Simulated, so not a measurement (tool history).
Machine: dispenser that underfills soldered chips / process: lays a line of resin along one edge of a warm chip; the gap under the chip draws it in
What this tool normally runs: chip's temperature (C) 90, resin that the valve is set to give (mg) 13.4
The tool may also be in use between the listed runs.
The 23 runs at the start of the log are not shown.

run   hour  chip's temperature (C)  resin that the valve is set to give (mg)  time until the resin shows at the far edge (s)  resin that the valve gave (mg)
 24  148.8                      84                                      14.3                                           302.4                           13.77
     152.5  -- new syringe of resin
 25  154.7                     101                                      15.1                                            86.9                            14.6
 26  160.3                     101                                      15.1                                           113.7                           14.33
       168  -- new syringe of resin
 27    168                      98                                      11.4                                              94                           10.98
 28  176.2                      92                                      13.4                                           177.3                            12.8
     183.8  -- new syringe of resin
 29  185.6                      90                                      14.3                                           138.5                           13.79
 30  193.2                      90                                      14.7                                             201                           13.85
 31  197.9                     103                                      16.5                                           140.1                           15.78
     199.4  -- new syringe of resin
 32    202                      76                                      15.7                                           292.4                            14.8
 33  211.5                     103                                      16.6                                           125.3                            15.9
     214.9  -- new syringe of resin
 34  219.2                     103                                      16.6                                            87.3                           15.72
     224.6  -- dispensing valve cleaned and set on the balance
 35  225.1                      88                                      14.1                                           223.1                           13.98

Branching from run 35: 4 alternative next runs. What would each branch give?
     231.3  -- new syringe of resin
  A  232.5                      97                                      12.6                                               ?                               ?
     231.3  -- new syringe of resin
  B  232.5                      75                                      15.2                                               ?                               ?
     231.3  -- new syringe of resin
  C  232.5                      81                                      14.1                                               ?                               ?
     231.3  -- new syringe of resin
  D  232.5                      91                                        12                                               ?                               ?

run  time until the resin shows at the far edge (s)  resin that the valve gave (mg)
  A                                            99.4                           12.54
  B                                           282.6                           15.24
  C                                           213.4                              14
  D                                           136.8                           11.93
Take away the tool's hidden state, keep each run's random variation, and the runs would have read:
run  time until the resin shows at the far edge (s)  resin that the valve gave (mg)
  A                                            86.6                           12.58
  B                                           243.9                           15.29
  C                                           184.6                           14.05
  D                                           118.8                           11.97

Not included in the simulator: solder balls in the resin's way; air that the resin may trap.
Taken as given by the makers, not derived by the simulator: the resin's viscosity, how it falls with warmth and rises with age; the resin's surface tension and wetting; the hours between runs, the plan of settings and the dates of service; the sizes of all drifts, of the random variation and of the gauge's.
